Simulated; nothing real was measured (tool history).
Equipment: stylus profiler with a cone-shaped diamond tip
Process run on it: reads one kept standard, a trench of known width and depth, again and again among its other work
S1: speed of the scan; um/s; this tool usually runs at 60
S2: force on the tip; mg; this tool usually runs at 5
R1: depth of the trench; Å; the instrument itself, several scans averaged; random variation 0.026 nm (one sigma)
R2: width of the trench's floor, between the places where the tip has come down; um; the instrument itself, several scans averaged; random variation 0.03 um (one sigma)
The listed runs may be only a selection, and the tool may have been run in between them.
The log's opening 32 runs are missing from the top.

run	hour	S1	S2	R1	R2
33	2470.4	169	10.84	1040.2	27.62
34	2538	169	10.84	1040.5	27.62
35	2646.8	19	13.27	1046.2	28.04
36	2724	47	6.36	1027	27.88
37	2830.8	38	3.39	1016.7	27.82
# hour 2852.7: new tip fitted, height scale calibrated
38	2916	60	8.38	1034.9	28.49
39	3013.7	60	8.38	1035.1	28.53
40	3068	33	1.81	1012.6	28.43
41	3161.4	33	1.81	1011.8	28.43
42	3215.6	106	7.34	1031.7	28.3
43	3297.4	106	7.34	1031.4	28.31
44	3359.6	131	5	1024.1	28.12
45	3444.7	33	3	1016.6	28.43

Each row is a separate what-if for the run after 45, all from the same tool condition, not one after another. Results?
A	3548.5	65	2.13	?	?
B	3548.5	201	7.8	?	?
C	3548.5	71	10.2	?	?
D	3548.5	28	3.83	?	?

run	R1	R2
A	1012.7	28.2
B	1032.6	28
C	1038.9	28.4
D	1019.1	28.47
The same runs, with their run-to-run variation unchanged, on a tool lacking any hidden condition would have given:
run	R1	R2
A	1014.3	28.36
B	1034.2	28.16
C	1040.5	28.56
D	1020.7	28.63
